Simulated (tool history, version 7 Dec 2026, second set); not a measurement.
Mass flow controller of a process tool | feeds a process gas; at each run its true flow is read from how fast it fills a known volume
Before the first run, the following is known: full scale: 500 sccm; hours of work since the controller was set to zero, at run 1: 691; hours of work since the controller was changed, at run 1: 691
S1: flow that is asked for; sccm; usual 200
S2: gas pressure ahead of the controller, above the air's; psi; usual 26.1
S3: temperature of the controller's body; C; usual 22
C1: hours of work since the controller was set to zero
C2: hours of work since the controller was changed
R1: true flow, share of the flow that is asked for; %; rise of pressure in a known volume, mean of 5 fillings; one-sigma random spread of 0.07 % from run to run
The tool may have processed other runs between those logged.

run 1 hour=0 | S1=200 S2=26.1 S3=22 | C1=691 C2=691 | R1=99.66
run 2 hour=181.8 | S1=200 S2=26.1 S3=22 | C1=792 C2=792 | R1=99.81
run 3 hour=334.8 | S1=211 S2=26.1 S3=22 | C1=877 C2=877 | R1=99.85
run 4 hour=520.3 | S1=200 S2=26.1 S3=22 | C1=980 C2=980 | R1=99.92
run 5 hour=820.1 | S1=200 S2=26.1 S3=22 | C1=1146 C2=1146 | R1=99.98
run 6 hour=1085.1 | S1=200 S2=26.1 S3=36 | C1=1294 C2=1294 | R1=100.64
run 7 hour=1371.6 | S1=79 S2=26.1 S3=22 | C1=1453 C2=1453 | R1=100.57
run 8 hour=1580 | S1=79 S2=26.1 S3=22 | C1=1569 C2=1569 | R1=100.68
run 9 hour=1876.2 | S1=79 S2=26.1 S3=22 | C1=1733 C2=1733 | R1=100.85
run 10 hour=2085.2 | S1=79 S2=21.3 S3=22 | C1=1849 C2=1849 | R1=100.76
run 11 hour=2299.3 | S1=200 S2=26.1 S3=22 | C1=1968 C2=1968 | R1=100.48
run 12 hour=2617.9 | S1=200 S2=26.1 S3=22 | C1=2145 C2=2145 | R1=100.61
run 13 hour=2860.6 | S1=200 S2=26.1 S3=22 | C1=2280 C2=2280 | R1=100.82
run 14 hour=3150.5 | S1=200 S2=26.1 S3=22 | C1=2441 C2=2441 | R1=100.92
run 15 hour=3330.2 | S1=200 S2=26.1 S3=22 | C1=2541 C2=2541 | R1=101.04
run 16 hour=3507 | S1=200 S2=26.1 S3=22 | C1=2639 C2=2639 | R1=101.04
run 17 hour=3740.5 | S1=200 S2=26.1 S3=22 | C1=2769 C2=2769 | R1=101.13
run 18 hour=4016.3 | S1=200 S2=26.1 S3=22 | C1=2922 C2=2922 | R1=101.17
run 19 hour=4270.5 | S1=287 S2=23.8 S3=36 | C1=3063 C2=3063 | R1=101.64
run 20 hour=4569.9 | S1=287 S2=23.8 S3=36 | C1=3230 C2=3230 | R1=101.76
run 21 hour=4762.3 | S1=142 S2=34.8 S3=33 | C1=3336 C2=3336 | R1=102.38
run 22 hour=4898.6 | S1=104 S2=21.3 S3=23 | C1=3412 C2=3412 | R1=101.96
run 23 hour=5036 | S1=104 S2=21.3 S3=23 | C1=3489 C2=3489 | R1=102
run 24 hour=5247 | S1=182 S2=39.9 S3=32 | C1=3606 C2=3606 | R1=102.66
run 25 hour=5439.8 | S1=182 S2=39.9 S3=32 | C1=3713 C2=3713 | R1=102.73
run 26 hour=5614.8 | S1=304 S2=22.8 S3=24 | C1=3810 C2=3810 | R1=101.44
run 27 hour=5839.2 | S1=65 S2=25.5 S3=22 | C1=3935 C2=3935 | R1=103.56
run 28 hour=6036.6 | S1=65 S2=25.5 S3=22 | C1=4044 C2=4044 | R1=103.58
run 29 hour=6326.6 | S1=177 S2=30.2 S3=21 | C1=4206 C2=4206 | R1=102.13
run 30 hour=6561.2 | S1=177 S2=30.2 S3=21 | C1=4336 C2=4336 | R1=102.35
run 31 hour=6696.8 | S1=177 S2=30.2 S3=21 | C1=4411 C2=4411 | R1=102.41
run 32 hour=6964.7 | S1=112 S2=35.8 S3=34 | C1=4560 C2=4560 | R1=103.85
run 33 hour=7154.4 | S1=112 S2=23.1 S3=23 | C1=4665 C2=4665 | R1=102.92
run 34 hour=7291 | S1=63 S2=21 S3=37 | C1=4741 C2=4741 | R1=104.95
run 35 hour=7544.3 | S1=438 S2=25.2 S3=33 | C1=4882 C2=4882 | R1=102.7
run 36 hour=7732.4 | S1=81 S2=37.1 S3=30 | C1=4987 C2=4987 | R1=104.87

Alternative continuations, all from the tool just after run 36; predict every row:
run A hour=7884 | S1=81 S2=31.9 S3=30 | C1=5071 C2=5071 | R1=?
run B hour=7884 | S1=81 S2=30.9 S3=30 | C1=5071 C2=5071 | R1=?
run C hour=7884 | S1=129 S2=37.1 S3=26 | C1=5071 C2=5071 | R1=?
run D hour=7884 | S1=81 S2=21.6 S3=30 | C1=5071 C2=5071 | R1=?

run=A R1=104.57
run=B R1=104.5
run=C R1=103.68
run=D R1=104.24
Without the tool's unlogged condition, the same runs would have read:
run=A R1=99.43
run=B R1=99.35
run=C R1=99.62
run=D R1=99.1
